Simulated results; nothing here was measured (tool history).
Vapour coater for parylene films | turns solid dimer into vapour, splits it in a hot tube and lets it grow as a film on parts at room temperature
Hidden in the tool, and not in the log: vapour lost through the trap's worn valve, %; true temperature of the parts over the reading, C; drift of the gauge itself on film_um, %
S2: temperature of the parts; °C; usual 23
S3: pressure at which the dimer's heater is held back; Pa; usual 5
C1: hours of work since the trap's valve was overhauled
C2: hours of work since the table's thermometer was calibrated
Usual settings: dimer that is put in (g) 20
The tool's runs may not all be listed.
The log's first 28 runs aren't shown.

run 29 hour=740.8 | dimer_that_is_put_in_(g)=34 S2=23 S3=5 | C1=198 C2=591 | thickness_of_the_film_(µm)=5.35
run 30 hour=775.2 | dimer_that_is_put_in_(g)=9 S2=21 S3=2.01 | C1=221 C2=614 | thickness_of_the_film_(µm)=1.99
run 31 hour=804.1 | dimer_that_is_put_in_(g)=20 S2=23 S3=3.41 | C1=240 C2=633 | thickness_of_the_film_(µm)=3.54
run 32 hour=827.6 | dimer_that_is_put_in_(g)=14 S2=19 S3=9.99 | C1=256 C2=649 | thickness_of_the_film_(µm)=2.26
run 33 hour=853.9 | dimer_that_is_put_in_(g)=15 S2=16 S3=3.33 | C1=274 C2=667 | thickness_of_the_film_(µm)=3.61
run 34 hour=882.4 | dimer_that_is_put_in_(g)=15 S2=33 S3=3.33 | C1=293 C2=686 | thickness_of_the_film_(µm)=1.58
run 35 hour=897.1 | dimer_that_is_put_in_(g)=28 S2=16 S3=11.3 | C1=303 C2=696 | thickness_of_the_film_(µm)=5.04
run 36 hour=923.6 | dimer_that_is_put_in_(g)=20 S2=21 S3=5 | C1=320 C2=713 | thickness_of_the_film_(µm)=3.47
run 37 hour=950.9 | dimer_that_is_put_in_(g)=20 S2=21 S3=11.56 | C1=339 C2=732 | thickness_of_the_film_(µm)=2.87
run 38 hour=976.3 | dimer_that_is_put_in_(g)=14 S2=20 S3=6.66 | C1=356 C2=749 | thickness_of_the_film_(µm)=2.33
run 39 hour=993 | dimer_that_is_put_in_(g)=11 S2=29 S3=9 | C1=367 C2=760 | thickness_of_the_film_(µm)=1.12
run 40 hour=1008.5 | dimer_that_is_put_in_(g)=11 S2=29 S3=9 | C1=377 C2=770 | thickness_of_the_film_(µm)=1.19
run 41 hour=1031.8 | dimer_that_is_put_in_(g)=12 S2=18 S3=8.06 | C1=393 C2=786 | thickness_of_the_film_(µm)=2.18
run 42 hour=1057 | dimer_that_is_put_in_(g)=12 S2=18 S3=8.06 | C1=410 C2=803 | thickness_of_the_film_(µm)=2.13
run 43 hour=1080.2 | dimer_that_is_put_in_(g)=12 S2=23 S3=8.99 | C1=425 C2=818 | thickness_of_the_film_(µm)=1.65
run 44 hour=1101.6 | dimer_that_is_put_in_(g)=12 S2=23 S3=8.99 | C1=440 C2=833 | thickness_of_the_film_(µm)=1.57
run 45 hour=1136.4 | dimer_that_is_put_in_(g)=19 S2=31 S3=8.64 | C1=463 C2=856 | thickness_of_the_film_(µm)=1.86

Run 46 comes next. What will it give?
run 46 hour=1156.3 | dimer_that_is_put_in_(g)=13 S2=17 S3=5 | C1=476 C2=869 | thickness_of_the_film_(µm)=?

Run 46 gave thickness of the film (µm) 2.7.
Without the tool's hidden state the same run would have given thickness of the film (µm) 2.72.
